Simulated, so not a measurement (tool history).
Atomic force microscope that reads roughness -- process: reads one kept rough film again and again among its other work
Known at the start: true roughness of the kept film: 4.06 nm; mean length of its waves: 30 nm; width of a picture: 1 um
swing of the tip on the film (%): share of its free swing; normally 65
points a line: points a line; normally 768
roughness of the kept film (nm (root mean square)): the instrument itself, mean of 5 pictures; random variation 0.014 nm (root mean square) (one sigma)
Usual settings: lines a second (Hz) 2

run	hour	lines a second (Hz)	swing of the tip on the film (%)	points a line	roughness of the kept film (nm (root mean square))
1	0	2	65	768	3.107
2	14.9	2	65	768	3.042
3	38.3	2	65	768	3.012
# hour 43.4: new tip fitted
4	64.4	2	65	768	3.314
5	92.7	2	65	768	3.235
6	122.9	2	65	768	3.072
7	144.7	2	65	768	3.029
8	172.1	2	65	768	2.955
# hour 176.7: new tip fitted
9	193.5	2	65	768	3.327
10	208.8	2	65	410	3.276
11	233	2	89	410	2.825
12	254.9	2	89	410	2.733
13	273.1	2	81	410	2.847
14	299.4	2	65	768	2.976
# hour 310.6: new tip fitted
15	318.9	2	65	768	3.331
16	345.9	2	64	768	3.218
17	370.4	2	66	768	3.139
18	391.8	2	74	768	2.962
19	404.4	2	55	768	3.118
20	419.5	0.92	56	692	3.115
# hour 444.7: new tip fitted
21	448	0.59	87	768	3.377
22	469.9	0.59	87	768	3.302
23	490.3	0.57	58	446	3.335
24	507.6	2	70	768	3.13
25	531.8	2	88	960	2.735
26	556.2	2	81	522	2.794
# hour 578.6: new tip fitted
27	586.4	2	81	522	3.1
28	605.4	2	81	522	3.06
29	627.9	2	81	945	2.973
30	641	2	81	945	2.927
31	657.3	0.64	61	349	3.222
32	677.7	1.9	61	718	3.092
33	697.7	1.9	61	718	3.028
# hour 711.3: new tip fitted
34	711.3	2	80	805	3.166
35	739	2	55	351	3.338
36	752.7	2.92	62	416	3.189
37	768.7	2.92	62	416	3.122

What if the next run were any one of these 5? Each begins from the tool's condition after run 37:
A	789.8	1.75	85	430	?
B	789.8	1.73	68	429	?
C	789.8	0.74	62	416	?
D	789.8	0.68	75	768	?
E	789.8	2	77	768	?

run	roughness of the kept film (nm (root mean square))
A	2.872
B	3.089
C	3.216
D	3.188
E	2.972
With no hidden state in the tool, these same runs would have given:
run	roughness of the kept film (nm (root mean square))
A	3.145
B	3.384
C	3.523
D	3.492
E	3.256
